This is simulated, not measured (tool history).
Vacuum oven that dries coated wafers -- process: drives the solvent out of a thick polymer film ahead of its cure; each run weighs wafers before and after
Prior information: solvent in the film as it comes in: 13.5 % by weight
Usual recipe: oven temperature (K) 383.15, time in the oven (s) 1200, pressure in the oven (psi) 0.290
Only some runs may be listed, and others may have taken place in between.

Run 1, day 0.000: usual settings. Result: solvent left in the film (%) 2.46.
Run 2, day 0.971: usual settings. Result: solvent left in the film (%) 2.55.
Run 3, day 1.950: usual settings but pressure in the oven (psi) 0.409. Result: solvent left in the film (%) 3.10.
Run 4, day 2.496: usual settings but pressure in the oven (psi) 0.542. Result: solvent left in the film (%) 3.65.
Run 5, day 3.604: usual settings but pressure in the oven (psi) 0.542. Result: solvent left in the film (%) 3.64.
Run 6, day 4.738: usual settings. Result: solvent left in the film (%) 2.58.
Run 7, day 5.458: usual settings but time in the oven (s) 1620. Result: solvent left in the film (%) 1.98.
Run 8, day 6.250: usual settings but oven temperature (K) 387.15. Result: solvent left in the film (%) 1.86.
Run 9, day 7.000: usual settings but oven temperature (K) 387.15. Result: solvent left in the film (%) 1.79.
Run 10, day 8.221: usual settings. Result: solvent left in the film (%) 2.49.
Run 11, day 9.383: usual settings. Result: solvent left in the film (%) 2.51.
Run 12, day 9.896: usual settings. Result: solvent left in the film (%) 2.60.
Run 13, day 10.854: usual settings. Result: solvent left in the film (%) 2.45.
Run 14, day 11.604: usual settings but oven temperature (K) 381.15. Result: solvent left in the film (%) 2.94.
At day 11.871: oven's thermocouples calibrated.
Run 15, day 12.350: usual settings but oven temperature (K) 381.15. Result: solvent left in the film (%) 3.27.
Run 16, day 13.279: usual settings but oven temperature (K) 381.15. Result: solvent left in the film (%) 3.26.
Run 17, day 13.904: usual settings but oven temperature (K) 381.15. Result: solvent left in the film (%) 3.26.
Run 18, day 14.879: usual settings but time in the oven (s) 780. Result: solvent left in the film (%) 4.08.
Run 19, day 15.600: usual settings but time in the oven (s) 780. Result: solvent left in the film (%) 4.03.
Run 20, day 16.646: usual settings. Result: solvent left in the film (%) 2.79.
Run 21, day 17.238: usual settings. Result: solvent left in the film (%) 2.84.
Run 22, day 18.438: usual settings. Result: solvent left in the film (%) 2.79.
Run 23, day 19.442: usual settings. Result: solvent left in the film (%) 2.84.
Run 24, day 20.275: usual settings but pressure in the oven (psi) 0.558. Result: solvent left in the film (%) 4.05.
Run 25, day 21.225: usual settings but oven temperature (K) 376.15, pressure in the oven (psi) 0.991. Result: solvent left in the film (%) 8.00.
Run 26, day 22.196: usual settings but oven temperature (K) 379.15, time in the oven (s) 900, pressure in the oven (psi) 0.149. Result: solvent left in the film (%) 3.99.
Run 27, day 23.079: usual settings but time in the oven (s) 1320, pressure in the oven (psi) 0.815. Result: solvent left in the film (%) 4.95.
Run 28, day 24.075: usual settings but time in the oven (s) 1320, pressure in the oven (psi) 0.815. Result: solvent left in the film (%) 4.92.
Run 29, day 24.712: usual settings but oven temperature (K) 373.15, time in the oven (s) 660, pressure in the oven (psi) 0.956. Result: solvent left in the film (%) 9.78.
Run 30, day 25.612: usual settings but oven temperature (K) 373.15, time in the oven (s) 660, pressure in the oven (psi) 0.956. Result: solvent left in the film (%) 9.75.
Run 31, day 26.800: usual settings but time in the oven (s) 660, pressure in the oven (psi) 0.328. Result: solvent left in the film (%) 4.74.
Run 32, day 27.708: usual settings but pressure in the oven (psi) 0.492. Result: solvent left in the film (%) 3.65.
Run 33, day 28.800: usual settings but pressure in the oven (psi) 0.492. Result: solvent left in the film (%) 3.69.
Run 34, day 29.854: usual settings but oven temperature (K) 381.15, pressure in the oven (psi) 0.458. Result: solvent left in the film (%) 3.93.
Run 35, day 31.079: usual settings but oven temperature (K) 381.15, pressure in the oven (psi) 0.458. Result: solvent left in the film (%) 3.90.
Run 36, day 32.292: usual settings but oven temperature (K) 394.15, pressure in the oven (psi) 0.412. Result: solvent left in the film (%) 1.78.
Run 37, day 32.817: usual settings but time in the oven (s) 1620. Result: solvent left in the film (%) 2.26.
Run 38, day 34.012: usual settings but time in the oven (s) 1620. Result: solvent left in the film (%) 2.22.
Run 39, day 35.208: usual settings but time in the oven (s) 600, pressure in the oven (psi) 0.627. Result: solvent left in the film (%) 6.02.
Run 40, day 36.012: usual settings but time in the oven (s) 1740, pressure in the oven (psi) 0.186. Result: solvent left in the film (%) 1.61.
Run 41, day 36.521: usual settings but oven temperature (K) 380.15, time in the oven (s) 1740, pressure in the oven (psi) 0.618. Result: solvent left in the film (%) 4.16.
Run 42, day 37.646: usual settings but oven temperature (K) 380.15, time in the oven (s) 1740, pressure in the oven (psi) 0.618. Result: solvent left in the film (%) 4.15.
Run 43, day 38.683: usual settings but oven temperature (K) 384.15, time in the oven (s) 1980, pressure in the oven (psi) 0.618. Result: solvent left in the film (%) 3.34.
Run 44, day 39.671: usual settings but oven temperature (K) 397.15, time in the oven (s) 1620. Result: solvent left in the film (%) 1.14.
Run 45, day 40.246: usual settings but pressure in the oven (psi) 0.505. Result: solvent left in the film (%) 3.73.
Run 46, day 41.433: usual settings but oven temperature (K) 397.15, time in the oven (s) 840, pressure in the oven (psi) 0.505. Result: solvent left in the film (%) 2.03.
Run 47, day 42.638: usual settings but oven temperature (K) 387.15, time in the oven (s) 1080, pressure in the oven (psi) 0.653. Result: solvent left in the film (%) 3.70.

Below are 4 alternative next runs, each starting from the tool's condition after run 47. Predict each:
Run A, day 43.717: usual settings but pressure in the oven (psi) 0.184. Result: solvent left in the film (%) ?.
Run B, day 43.717: usual settings but oven temperature (K) 395.15, time in the oven (s) 660, pressure in the oven (psi) 0.261. Result: solvent left in the film (%) ?.
Run C, day 43.717: usual settings but oven temperature (K) 384.15, time in the oven (s) 1080, pressure in the oven (psi) 0.653. Result: solvent left in the film (%) ?.
Run D, day 43.717: usual settings but oven temperature (K) 389.15, time in the oven (s) 1260, pressure in the oven (psi) 0.879. Result: solvent left in the film (%) ?.

run  solvent left in the film (%)
  A                          2.26
  B                          1.87
  C                          4.34
  D                          4.09
With no hidden state in the tool, these same runs would have given:
run  solvent left in the film (%)
  A                          2.22
  B                          1.89
  C                          4.39
  D                          4.08

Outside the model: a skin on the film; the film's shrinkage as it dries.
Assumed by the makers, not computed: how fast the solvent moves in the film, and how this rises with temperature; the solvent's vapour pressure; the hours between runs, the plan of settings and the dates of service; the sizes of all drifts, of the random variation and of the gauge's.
